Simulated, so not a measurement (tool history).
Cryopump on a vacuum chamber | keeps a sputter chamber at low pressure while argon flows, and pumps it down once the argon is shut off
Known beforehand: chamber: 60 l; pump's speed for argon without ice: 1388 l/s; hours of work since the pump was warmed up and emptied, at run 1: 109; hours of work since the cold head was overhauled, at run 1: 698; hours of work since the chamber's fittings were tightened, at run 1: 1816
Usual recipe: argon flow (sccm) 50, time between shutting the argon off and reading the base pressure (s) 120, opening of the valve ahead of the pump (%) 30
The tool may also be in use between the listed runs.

run     day  argon flow (sccm)  time between shutting the argon off and reading the base pressure (s)  opening of the valve ahead of the pump (%)  hours of work since the pump was warmed up and emptied  hours of work since the cold head was overhauled  hours of work since the chamber's fittings were tightened  pressure while argon flows (Pa)  pressure after the wait (uPa)
  1       0                 50                                                                    120                                          30                                                     109                                               698                                                       1816                           0.2045                           1.71
  2    1.05                 50                                                                    120                                          30                                                     131                                               719                                                       1838                            0.205                            1.7
  3   2.058                 50                                                                    120                                          30                                                     151                                               740                                                       1858                           0.2055                           1.71
  4   2.696                 50                                                                    120                                          30                                                     165                                               753                                                       1872                           0.2071                           1.75
  5   3.571                 50                                                                    120                                          43                                                     183                                               771                                                       1890                           0.1453                           1.72
  6     4.4                 50                                                                    120                                          30                                                     200                                               789                                                       1907                           0.2065                            1.8
  7   5.242                 50                                                                     22                                          30                                                     217                                               806                                                       1924                           0.2065                           5.74
  8   5.867                 50                                                                     22                                          30                                                     230                                               819                                                       1937                            0.207                            5.6
  9   7.054                 23                                                                    120                                          30                                                     255                                               843                                                       1962                           0.0943                           1.86
 10   8.308                 50                                                                    120                                          56                                                     281                                               869                                                       1988                           0.1143                           1.84
 11   9.075                 50                                                                    120                                          56                                                     296                                               885                                                       2003                           0.1137                           1.74
 12  10.154                 43                                                                     22                                          20                                                     319                                               907                                                       2026                           0.2657                           5.69
 13  11.192                 79                                                                    120                                          36                                                     340                                               929                                                       2047                           0.2782                           1.82
 14  12.488                 50                                                                     51                                          53                                                     367                                               956                                                       2074                           0.1218                           3.02
 15  13.117                 50                                                                     51                                          53                                                     380                                               969                                                       2087                            0.122                           3.03
 16  14.429                 22                                                                    103                                          30                                                     407                                               996                                                       2114                           0.0921                           2.01
 17    15.2                 22                                                                    103                                          30                                                     423                                              1012                                                       2130                           0.0934                              2
 18  16.521                 22                                                                    103                                          30                                                     450                                              1039                                                       2157                           0.0927                           1.97
 19  17.375                 69                                                                     64                                          54                                                     468                                              1057                                                       2175                           0.1679                           2.65

Forecast each of these 3 alternatives for the next run:
  A  18.496                 50                                                                    120                                          37                                                     491                                              1080                                                       2198                                ?                              ?
  B  18.496                 50                                                                    161                                          39                                                     491                                              1080                                                       2198                                ?                              ?
  C  18.496                 63                                                                    120                                          30                                                     491                                              1080                                                       2198                                ?                              ?

run  pressure while argon flows (Pa)  pressure after the wait (uPa)
  A                           0.1732                           1.93
  B                           0.1658                           1.64
  C                           0.2666                           1.88
Stripped of hidden state, with their random variation kept, the same runs would have yielded:
run  pressure while argon flows (Pa)  pressure after the wait (uPa)
  A                           0.1639                            1.1
  B                           0.1565                           0.82
  C                           0.2549                           1.05
